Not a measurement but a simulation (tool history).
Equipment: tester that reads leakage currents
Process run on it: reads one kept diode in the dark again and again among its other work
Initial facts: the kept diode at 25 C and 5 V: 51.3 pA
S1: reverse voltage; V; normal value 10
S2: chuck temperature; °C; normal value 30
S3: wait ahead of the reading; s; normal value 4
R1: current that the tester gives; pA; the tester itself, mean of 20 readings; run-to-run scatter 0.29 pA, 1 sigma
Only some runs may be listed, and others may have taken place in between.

run   hour    S1  S2    S3      R1
  1      0    10  30     4   97.89
  2   31.8    10  30     4   97.79
  3   73.8    10  30     4   97.84
  4  120.5    10  34     4  128.47
  5    149    10  29     4   91.59
  6  185.7    10  29     4   91.45
  7  239.9    10  30     4   97.44
  8  281.5    10  30  2.17   98.75
  9  320.2   4.6  30  2.17   72.31
 10  357.9   3.2  30  2.17   63.13
 11  390.8   3.2  30  2.17   63.15
 12  423.6   3.2  30  2.17    62.8
 13  453.3     5  25  5.69   52.61
 14  511.9     5  25  5.69   52.01
 15  567.6     5  25  5.69   52.29
 16  592.7     5  25  5.69   52.36
 17  638.2   2.9  53  4.59   276.2
 18  679.4   4.2  44  3.49  175.85
 19  705.8  10.8  44  1.38  250.33
 20  760.1    10  22  0.94   60.46
 21  807.6    10  22  0.94   60.57
 22  833.5    10  30  0.57  102.04

5 options for the next run, each taken on its own from the tool as it stands now. Forecast them:
  A  866.5    10  45     4   ?
  B  866.5     6  30  0.57   ?
  C  866.5   1.1  24  4.58   ?
  D  866.5  14.7  30  0.38   ?
  E  866.5   2.1  30  0.57   ?

run      R1
  A  254.98
  B   81.48
  C   27.03
  D  125.83
  E   53.76
Had the tool no hidden state, the same runs would have come out as:
run      R1
  A  267.01
  B   82.56
  C   28.53
  D  120.88
  E   56.59
